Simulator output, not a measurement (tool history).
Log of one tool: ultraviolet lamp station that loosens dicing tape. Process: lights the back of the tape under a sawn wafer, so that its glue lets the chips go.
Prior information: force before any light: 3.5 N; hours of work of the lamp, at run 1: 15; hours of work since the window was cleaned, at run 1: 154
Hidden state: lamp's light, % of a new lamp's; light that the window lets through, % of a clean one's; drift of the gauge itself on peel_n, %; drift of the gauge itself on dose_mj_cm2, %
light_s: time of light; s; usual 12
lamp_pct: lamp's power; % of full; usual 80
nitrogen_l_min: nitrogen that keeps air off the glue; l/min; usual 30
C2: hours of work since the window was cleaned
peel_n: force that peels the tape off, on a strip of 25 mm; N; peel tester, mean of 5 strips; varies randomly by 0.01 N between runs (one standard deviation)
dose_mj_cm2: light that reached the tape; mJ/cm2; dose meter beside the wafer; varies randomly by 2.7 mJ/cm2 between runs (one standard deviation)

{"run": 1, "hour": 0.0, "light_s": 12, "lamp_pct": 80, "nitrogen_l_min": 30, "hours of work of the lamp": 15, "C2": 154, "peel_n": 0.494, "dose_mj_cm2": 353}
{"run": 2, "hour": 15.6, "light_s": 12, "lamp_pct": 80, "nitrogen_l_min": 30, "hours of work of the lamp": 21, "C2": 161, "peel_n": 0.504, "dose_mj_cm2": 350}
{"run": 3, "hour": 31.1, "light_s": 12, "lamp_pct": 100, "nitrogen_l_min": 30, "hours of work of the lamp": 28, "C2": 168, "peel_n": 0.338, "dose_mj_cm2": 435}
{"run": 4, "hour": 41.1, "light_s": 12, "lamp_pct": 100, "nitrogen_l_min": 30, "hours of work of the lamp": 32, "C2": 172, "peel_n": 0.336, "dose_mj_cm2": 434}
{"run": 5, "hour": 53.2, "light_s": 12, "lamp_pct": 100, "nitrogen_l_min": 30, "hours of work of the lamp": 38, "C2": 177, "peel_n": 0.356, "dose_mj_cm2": 439}
{"run": 6, "hour": 64.6, "light_s": 12, "lamp_pct": 100, "nitrogen_l_min": 30, "hours of work of the lamp": 43, "C2": 182, "peel_n": 0.36, "dose_mj_cm2": 429}
{"run": 7, "hour": 72.3, "light_s": 12, "lamp_pct": 80, "nitrogen_l_min": 30, "hours of work of the lamp": 46, "C2": 186, "peel_n": 0.513, "dose_mj_cm2": 345}
{"run": 8, "hour": 86.4, "light_s": 12, "lamp_pct": 80, "nitrogen_l_min": 41, "hours of work of the lamp": 52, "C2": 192, "peel_n": 0.443, "dose_mj_cm2": 340}
{"run": 9, "hour": 98.3, "light_s": 12, "lamp_pct": 80, "nitrogen_l_min": 41, "hours of work of the lamp": 57, "C2": 197, "peel_n": 0.451, "dose_mj_cm2": 336}
{"run": 10, "hour": 106.4, "light_s": 12, "lamp_pct": 80, "nitrogen_l_min": 41, "hours of work of the lamp": 61, "C2": 200, "peel_n": 0.461, "dose_mj_cm2": 338}
{"run": 11, "hour": 118.9, "light_s": 12, "lamp_pct": 100, "nitrogen_l_min": 30, "hours of work of the lamp": 66, "C2": 206, "peel_n": 0.353, "dose_mj_cm2": 418}
{"run": 12, "hour": 136.2, "light_s": 12, "lamp_pct": 100, "nitrogen_l_min": 30, "hours of work of the lamp": 73, "C2": 213, "peel_n": 0.366, "dose_mj_cm2": 417}
{"run": 13, "hour": 147.9, "light_s": 12, "lamp_pct": 100, "nitrogen_l_min": 30, "hours of work of the lamp": 79, "C2": 218, "peel_n": 0.386, "dose_mj_cm2": 409}
{"run": 14, "hour": 161.6, "light_s": 12, "lamp_pct": 80, "nitrogen_l_min": 30, "hours of work of the lamp": 84, "C2": 224, "peel_n": 0.543, "dose_mj_cm2": 329}
{"run": 15, "hour": 174.9, "light_s": 12, "lamp_pct": 80, "nitrogen_l_min": 30, "hours of work of the lamp": 90, "C2": 230, "peel_n": 0.557, "dose_mj_cm2": 329}
{"run": 16, "hour": 189.0, "light_s": 7, "lamp_pct": 80, "nitrogen_l_min": 30, "hours of work of the lamp": 96, "C2": 236, "peel_n": 1.067, "dose_mj_cm2": 186}
{"run": 17, "hour": 201.1, "light_s": 7, "lamp_pct": 80, "nitrogen_l_min": 30, "hours of work of the lamp": 102, "C2": 241, "peel_n": 1.188, "dose_mj_cm2": 191}
{"run": 18, "hour": 218.1, "light_s": 7, "lamp_pct": 80, "nitrogen_l_min": 30, "hours of work of the lamp": 109, "C2": 248, "peel_n": 1.153, "dose_mj_cm2": 188}
{"run": 19, "hour": 231.5, "light_s": 7, "lamp_pct": 80, "nitrogen_l_min": 30, "hours of work of the lamp": 115, "C2": 254, "peel_n": 1.171, "dose_mj_cm2": 185}
{"run": 20, "hour": 246.4, "light_s": 12, "lamp_pct": 91, "nitrogen_l_min": 30, "hours of work of the lamp": 121, "C2": 261, "peel_n": 0.478, "dose_mj_cm2": 358}
{"run": 21, "hour": 263.0, "light_s": 12, "lamp_pct": 91, "nitrogen_l_min": 30, "hours of work of the lamp": 128, "C2": 268, "peel_n": 0.473, "dose_mj_cm2": 361}
{"run": 22, "hour": 278.2, "light_s": 12, "lamp_pct": 80, "nitrogen_l_min": 30, "hours of work of the lamp": 135, "C2": 274, "peel_n": 0.613, "dose_mj_cm2": 311}
{"run": 23, "hour": 291.4, "light_s": 18, "lamp_pct": 100, "nitrogen_l_min": 30, "hours of work of the lamp": 141, "C2": 280, "peel_n": 0.218, "dose_mj_cm2": 584}
{"run": 24, "hour": 308.5, "light_s": 18, "lamp_pct": 100, "nitrogen_l_min": 30, "hours of work of the lamp": 148, "C2": 288, "peel_n": 0.231, "dose_mj_cm2": 576}
{"run": 25, "hour": 320.0, "light_s": 18, "lamp_pct": 100, "nitrogen_l_min": 30, "hours of work of the lamp": 153, "C2": 293, "peel_n": 0.227, "dose_mj_cm2": 571}
{"run": 26, "hour": 333.0, "light_s": 6, "lamp_pct": 99, "nitrogen_l_min": 17, "hours of work of the lamp": 159, "C2": 298, "peel_n": 1.341, "dose_mj_cm2": 188}
{"run": 27, "hour": 344.2, "light_s": 12, "lamp_pct": 67, "nitrogen_l_min": 30, "hours of work of the lamp": 163, "C2": 303, "peel_n": 0.818, "dose_mj_cm2": 255}
{"run": 28, "hour": 356.0, "light_s": 10, "lamp_pct": 79, "nitrogen_l_min": 30, "hours of work of the lamp": 168, "C2": 308, "peel_n": 0.828, "dose_mj_cm2": 246}
{"run": 29, "hour": 372.7, "light_s": 17, "lamp_pct": 67, "nitrogen_l_min": 11, "hours of work of the lamp": 176, "C2": 315, "peel_n": 0.787, "dose_mj_cm2": 355}
{"run": 30, "hour": 381.7, "light_s": 17, "lamp_pct": 67, "nitrogen_l_min": 11, "hours of work of the lamp": 180, "C2": 319, "peel_n": 0.792, "dose_mj_cm2": 348}
{"hour": 383.2, "done": "window cleaned of glue's vapour"}
{"run": 31, "hour": 389.1, "light_s": 12, "lamp_pct": 96, "nitrogen_l_min": 20, "hours of work of the lamp": 183, "C2": 3, "peel_n": 0.653, "dose_mj_cm2": 335}
{"run": 32, "hour": 397.5, "light_s": 12, "lamp_pct": 76, "nitrogen_l_min": 30, "hours of work of the lamp": 186, "C2": 6, "peel_n": 0.74, "dose_mj_cm2": 263}
{"run": 33, "hour": 410.3, "light_s": 19, "lamp_pct": 80, "nitrogen_l_min": 30, "hours of work of the lamp": 192, "C2": 12, "peel_n": 0.339, "dose_mj_cm2": 442}
{"run": 34, "hour": 419.8, "light_s": 23, "lamp_pct": 80, "nitrogen_l_min": 54, "hours of work of the lamp": 196, "C2": 16, "peel_n": 0.203, "dose_mj_cm2": 531}
{"run": 35, "hour": 435.4, "light_s": 19, "lamp_pct": 80, "nitrogen_l_min": 30, "hours of work of the lamp": 203, "C2": 23, "peel_n": 0.341, "dose_mj_cm2": 429}
{"hour": 440.9, "done": "window cleaned of glue's vapour, once more"}
{"run": 36, "hour": 448.5, "light_s": 19, "lamp_pct": 98, "nitrogen_l_min": 13, "hours of work of the lamp": 208, "C2": 3, "peel_n": 0.307, "dose_mj_cm2": 614}
{"run": 37, "hour": 462.4, "light_s": 10, "lamp_pct": 80, "nitrogen_l_min": 24, "hours of work of the lamp": 214, "C2": 9, "peel_n": 0.801, "dose_mj_cm2": 265}
{"run": 38, "hour": 477.8, "light_s": 10, "lamp_pct": 80, "nitrogen_l_min": 24, "hours of work of the lamp": 221, "C2": 16, "peel_n": 0.79, "dose_mj_cm2": 260}
{"run": 39, "hour": 489.8, "light_s": 10, "lamp_pct": 95, "nitrogen_l_min": 24, "hours of work of the lamp": 226, "C2": 21, "peel_n": 0.693, "dose_mj_cm2": 311}
{"run": 40, "hour": 497.6, "light_s": 12, "lamp_pct": 74, "nitrogen_l_min": 30, "hours of work of the lamp": 229, "C2": 24, "peel_n": 0.671, "dose_mj_cm2": 285}
{"run": 41, "hour": 512.6, "light_s": 17, "lamp_pct": 86, "nitrogen_l_min": 35, "hours of work of the lamp": 236, "C2": 31, "peel_n": 0.279, "dose_mj_cm2": 466}
{"run": 42, "hour": 527.9, "light_s": 11, "lamp_pct": 84, "nitrogen_l_min": 13, "hours of work of the lamp": 242, "C2": 38, "peel_n": 0.961, "dose_mj_cm2": 295}
{"run": 43, "hour": 544.0, "light_s": 11, "lamp_pct": 84, "nitrogen_l_min": 13, "hours of work of the lamp": 249, "C2": 45, "peel_n": 0.975, "dose_mj_cm2": 293}

Branching from run 43: 4 alternative next runs. What would each branch give?
{"run": "A", "hour": 556.1, "light_s": 12, "lamp_pct": 80, "nitrogen_l_min": 30, "hours of work of the lamp": 254, "C2": 50, "peel_n": "?", "dose_mj_cm2": "?"}
{"run": "B", "hour": 556.1, "light_s": 19, "lamp_pct": 62, "nitrogen_l_min": 13, "hours of work of the lamp": 254, "C2": 50, "peel_n": "?", "dose_mj_cm2": "?"}
{"run": "C", "hour": 556.1, "light_s": 18, "lamp_pct": 80, "nitrogen_l_min": 26, "hours of work of the lamp": 254, "C2": 50, "peel_n": "?", "dose_mj_cm2": "?"}
{"run": "D", "hour": 556.1, "light_s": 17, "lamp_pct": 78, "nitrogen_l_min": 21, "hours of work of the lamp": 254, "C2": 50, "peel_n": "?", "dose_mj_cm2": "?"}

run=A peel_n=0.648 dose_mj_cm2=302
run=B peel_n=0.688 dose_mj_cm2=369
run=C peel_n=0.349 dose_mj_cm2=451
run=D peel_n=0.415 dose_mj_cm2=416
With the hidden condition removed and each run's random variation left untouched, the same runs would have given:
run=A peel_n=0.463 dose_mj_cm2=373
run=B peel_n=0.496 dose_mj_cm2=458
run=C peel_n=0.248 dose_mj_cm2=559
run=D peel_n=0.289 dose_mj_cm2=516
